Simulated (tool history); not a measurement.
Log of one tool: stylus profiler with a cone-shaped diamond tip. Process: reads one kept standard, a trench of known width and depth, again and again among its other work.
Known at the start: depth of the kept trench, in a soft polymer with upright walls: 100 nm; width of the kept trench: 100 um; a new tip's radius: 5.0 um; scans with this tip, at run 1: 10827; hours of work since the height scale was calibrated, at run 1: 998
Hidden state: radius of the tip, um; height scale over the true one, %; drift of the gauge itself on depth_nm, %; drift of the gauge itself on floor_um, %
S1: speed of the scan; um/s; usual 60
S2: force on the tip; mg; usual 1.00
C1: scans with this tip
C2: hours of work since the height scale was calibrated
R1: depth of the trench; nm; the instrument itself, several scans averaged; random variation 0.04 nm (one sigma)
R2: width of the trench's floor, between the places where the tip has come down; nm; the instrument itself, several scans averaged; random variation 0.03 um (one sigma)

run,hour,S1,S2,C1,C2,R1,R2
1,0.0,60,1.00,10827,998,100.74,96800
2,49.0,60,1.00,11197,1032,100.78,96780
3,102.8,60,1.00,11604,1069,100.57,96710
4,195.4,18,1.00,12304,1134,100.75,97160
5,251.3,60,1.00,12727,1173,100.76,96670
6,347.4,60,1.00,13453,1240,100.79,96640
7,445.3,60,1.00,14194,1308,100.76,96650
8,554.5,27,1.00,15019,1384,100.77,96910
9,608.4,60,1.00,15427,1422,100.82,96580
10,689.0,60,1.00,16036,1478,100.75,96510
11,739.0,60,1.00,16415,1513,100.81,96530
12,830.5,60,1.00,17106,1576,100.90,96530
13,916.2,60,2.05,17754,1636,101.15,96640
14,1016.8,60,1.00,18515,1706,100.80,96380
# hour 1068.0: new tip fitted, height scale calibrated
15,1126.0,60,0.58,439,40,100.42,97140
16,1192.7,58,0.81,943,87,100.50,97220
17,1270.5,51,0.34,1531,141,100.31,97010
18,1342.4,51,0.34,2075,191,100.33,96990
19,1431.2,60,0.49,2747,253,100.47,96970
20,1494.8,60,0.49,3227,297,100.37,96920

The next listed run, before its measurement:
21,1557.9,142,0.76,3705,341,?,?

Run 21 gave R1 100.49 nm, R2 96050 nm.
Without the tool's hidden state the same run would have given R1 100.42 nm, R2 96300 nm.
